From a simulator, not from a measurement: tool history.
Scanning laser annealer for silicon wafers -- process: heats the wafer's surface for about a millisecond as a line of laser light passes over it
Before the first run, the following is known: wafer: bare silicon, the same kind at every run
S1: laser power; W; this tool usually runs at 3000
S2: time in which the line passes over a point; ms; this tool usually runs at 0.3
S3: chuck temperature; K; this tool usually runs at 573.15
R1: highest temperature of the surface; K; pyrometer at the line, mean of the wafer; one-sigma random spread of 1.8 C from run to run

| run | hour | S1 | S2 | S3 | R1 |
|---|---|---|---|---|---|
| 1 | 0 | 3000 | 0.3 | 573.15 | 1322.15 |
| 2 | 62.8 | 3000 | 0.3 | 573.15 | 1319.15 |
| 3 | 156.9 | 3000 | 0.3 | 573.15 | 1317.15 |
| 4 | 209.2 | 2775 | 0.3 | 573.15 | 1259.15 |
| 5 | 292 | 2775 | 0.3 | 573.15 | 1258.15 |
| 6 | 338.2 | 2775 | 0.3 | 573.15 | 1257.15 |
| 7 | 399.3 | 3056 | 0.3 | 573.15 | 1324.15 |
| 8 | 460.9 | 3000 | 0.309 | 573.15 | 1317.15 |
| 9 | 547.8 | 3000 | 0.279 | 598.15 | 1305.15 |
| 10 | 638 | 3000 | 0.261 | 573.15 | 1257.15 |
| 11 | 700.9 | 3000 | 0.261 | 573.15 | 1258.15 |
| 12 | 796.1 | 3026 | 0.289 | 535.15 | 1255.15 |
| 13 | 884.4 | 3054 | 0.332 | 604.15 | 1408.15 |
| 14 | 950.4 | 2822 | 0.332 | 604.15 | 1347.15 |
| 15 | 1016.5 | 2822 | 0.224 | 604.15 | 1223.15 |

Withheld: 2 entries from between the runs. Position of each, and hidden state at the listed run before versus the listed run after:
Logged between run 6 and run 7: window over the wafer cleaned (hour 395.7)
  light that passes the window, % of a clean one's: 97.97 -> 97.13; laser's true power over the reading, %: -0.23 -> -0.25; width of the line over the set one, %: 2.03 -> 2.08
  measured value less the no-hidden-state value, R1: -24 -> -33 K
Logged between run 12 and run 13: window over the wafer cleaned, once more (hour 852.5)
  light that passes the window, % of a clean one's: 96.52 -> 99.87; laser's true power over the reading, %: -0.33 -> -0.35; width of the line over the set one, %: 2.42 -> 2.5
  measured value less the no-hidden-state value, R1: -39 -> -15 K
